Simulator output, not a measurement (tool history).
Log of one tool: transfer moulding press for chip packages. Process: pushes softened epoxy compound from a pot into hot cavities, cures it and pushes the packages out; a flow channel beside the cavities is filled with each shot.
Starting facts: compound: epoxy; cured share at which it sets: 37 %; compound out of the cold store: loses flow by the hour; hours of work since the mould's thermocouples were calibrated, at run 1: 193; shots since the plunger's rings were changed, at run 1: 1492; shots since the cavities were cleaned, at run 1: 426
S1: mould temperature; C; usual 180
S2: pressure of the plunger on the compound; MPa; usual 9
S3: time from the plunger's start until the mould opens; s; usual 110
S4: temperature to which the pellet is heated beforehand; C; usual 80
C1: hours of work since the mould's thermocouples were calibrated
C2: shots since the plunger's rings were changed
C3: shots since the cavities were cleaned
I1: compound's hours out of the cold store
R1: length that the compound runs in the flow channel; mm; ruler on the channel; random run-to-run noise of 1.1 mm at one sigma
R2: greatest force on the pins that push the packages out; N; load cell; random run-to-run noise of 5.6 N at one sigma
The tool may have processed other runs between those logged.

Run 1, hour 0: usual settings; C1 193; C2 1492; C3 426; I1 9.7. Result: R1 795 mm, R2 362 N.
At hour 4.3: cavities cleaned with cleaning compound and waxed.
Run 2, hour 45.7: usual settings; C1 219; C2 1898; C3 380; I1 18.4. Result: R1 762 mm, R2 345 N.
At hour 52.3: cavities cleaned with cleaning compound and waxed.
Run 3, hour 82: usual settings but S1 184 C; C1 239; C2 2218; C3 273; I1 18.3. Result: R1 747 mm, R2 281 N.
At hour 103.3: cavities cleaned with cleaning compound and waxed.
Run 4, hour 125.1: usual settings but S1 184 C; C1 262; C2 2600; C3 200; I1 45.9. Result: R1 661 mm, R2 268 N.
At hour 151.5: cavities cleaned with cleaning compound and waxed.
Run 5, hour 152: usual settings but S1 184 C; C1 277; C2 2833; C3 4; I1 31.4. Result: R1 702 mm, R2 216 N.
At hour 160.8: plunger's sealing rings changed.
Run 6, hour 183.1: usual settings but S4 75 C; C1 293; C2 205; C3 267; I1 8.5. Result: R1 809 mm, R2 331 N.
At hour 204.1: cavities cleaned with cleaning compound and waxed.
Run 7, hour 210: usual settings but S4 75 C; C1 308; C2 438; C3 54; I1 47. Result: R1 684 mm, R2 273 N.
Run 8, hour 232.8: usual settings; C1 321; C2 648; C3 264; I1 11.4. Result: R1 795 mm, R2 348 N.
At hour 256: cavities cleaned with cleaning compound and waxed.
Run 9, hour 271.7: usual settings but S3 117 s; C1 342; C2 991; C3 144; I1 32.8. Result: R1 723 mm, R2 285 N.
Run 10, hour 293.2: usual settings but S3 117 s; C1 355; C2 1188; C3 341; I1 31.5. Result: R1 729 mm, R2 310 N.
At hour 305.9: cavities cleaned with cleaning compound and waxed.
Run 11, hour 313.9: usual settings but S2 8.52 MPa; C1 366; C2 1364; C3 72; I1 12.3. Result: R1 766 mm, R2 285 N.
Run 12, hour 346.4: usual settings but S2 8.52 MPa; C1 384; C2 1663; C3 371; I1 21.3. Result: R1 735 mm, R2 360 N.
At hour 354.9: cavities cleaned with cleaning compound and waxed.
Run 13, hour 380.8: usual settings; C1 403; C2 1966; C3 238; I1 20.9. Result: R1 755 mm, R2 326 N.
Run 14, hour 400.9: usual settings but S2 8.37 MPa, S3 141 s, S4 82 C; C1 415; C2 2150; C3 422; I1 33.2. Result: R1 689 mm, R2 305 N.
At hour 404.7: cavities cleaned with cleaning compound and waxed.
Run 15, hour 437.8: usual settings but S2 8.37 MPa, S3 141 s, S4 82 C; C1 435; C2 2475; C3 304; I1 17.1. Result: R1 736 mm, R2 284 N.
At hour 452.8: cavities cleaned with cleaning compound and waxed.
Run 16, hour 460.8: usual settings but S2 8.37 MPa, S3 141 s, S4 82 C; C1 447; C2 2672; C3 72; I1 22. Result: R1 718 mm, R2 229 N.
At hour 485: plunger's sealing rings changed.
Run 17, hour 498.3: usual settings but S2 8.37 MPa, S3 141 s, S4 82 C; C1 467; C2 123; C3 395; I1 37.2. Result: R1 688 mm, R2 299 N.
At hour 504.3: cavities cleaned with cleaning compound and waxed.
Run 18, hour 529.4: usual settings but S2 8.37 MPa, S3 141 s, S4 82 C; C1 484; C2 394; C3 231; I1 16.8. Result: R1 749 mm, R2 265 N.
At hour 555.4: cavities cleaned with cleaning compound and waxed.
Run 19, hour 572.6: usual settings but S1 174 C, S2 6.88 MPa, S3 99 s, S4 87 C; C1 508; C2 777; C3 158; I1 26.9. Result: R1 669 mm, R2 531 N.
Run 20, hour 593.7: usual settings but S1 174 C, S2 6.88 MPa, S3 99 s, S4 87 C; C1 520; C2 971; C3 352; I1 25.3. Result: R1 670 mm, R2 621 N.
At hour 603.7: cavities cleaned with cleaning compound and waxed.
Run 21, hour 616.2: usual settings but S2 8.99 MPa, S3 142 s, S4 88 C; C1 532; C2 1164; C3 115; I1 9.6. Result: R1 795 mm, R2 241 N.
Run 22, hour 638.3: usual settings but S1 185 C, S2 8.99 MPa, S3 115 s, S4 77 C; C1 545; C2 1367; C3 318; I1 26.1. Result: R1 721 mm, R2 286 N.
At hour 652.6: cavities cleaned with cleaning compound and waxed.
Run 23, hour 672.8: usual settings but S2 7.76 MPa, S4 86 C; C1 564; C2 1670; C3 186; I1 24.2. Result: R1 691 mm, R2 307 N.
At hour 701.7: cavities cleaned with cleaning compound and waxed.
Run 24, hour 709.5: usual settings but S1 175 C, S2 8.45 MPa, S3 115 s, S4 89 C; C1 584; C2 1993; C3 71; I1 48. Result: R1 666 mm, R2 311 N.
Run 25, hour 745: usual settings but S1 178 C, S2 10.75 MPa, S3 115 s, S4 89 C; C1 604; C2 2320; C3 398; I1 39.6. Result: R1 762 mm, R2 351 N.

Alternative continuations, all from the tool just after run 25; predict every row:
At hour 749.7: cavities cleaned with cleaning compound and waxed.
Run A, hour 784: usual settings but S1 178 C, S2 9.54 MPa, S3 115 s, S4 85 C; C1 626; C2 2663; C3 314; I1 22.4. Result: R1 ?, R2 ?.
At hour 749.7: cavities cleaned with cleaning compound and waxed.
Run B, hour 784: usual settings but S1 182 C, S4 77 C; C1 626; C2 2663; C3 314; I1 29.9. Result: R1 ?, R2 ?.
At hour 749.7: cavities cleaned with cleaning compound and waxed.
Run C, hour 784: usual settings but S2 7.97 MPa, S3 136 s, S4 78 C; C1 626; C2 2663; C3 314; I1 11.2. Result: R1 ?, R2 ?.

run   R1   R2
  A  770  338
  B  712  330
  C  734  287
With no hidden state in the tool, these same runs would have given:
run   R1   R2
  A  791  245
  B  732  243
  C  754  212
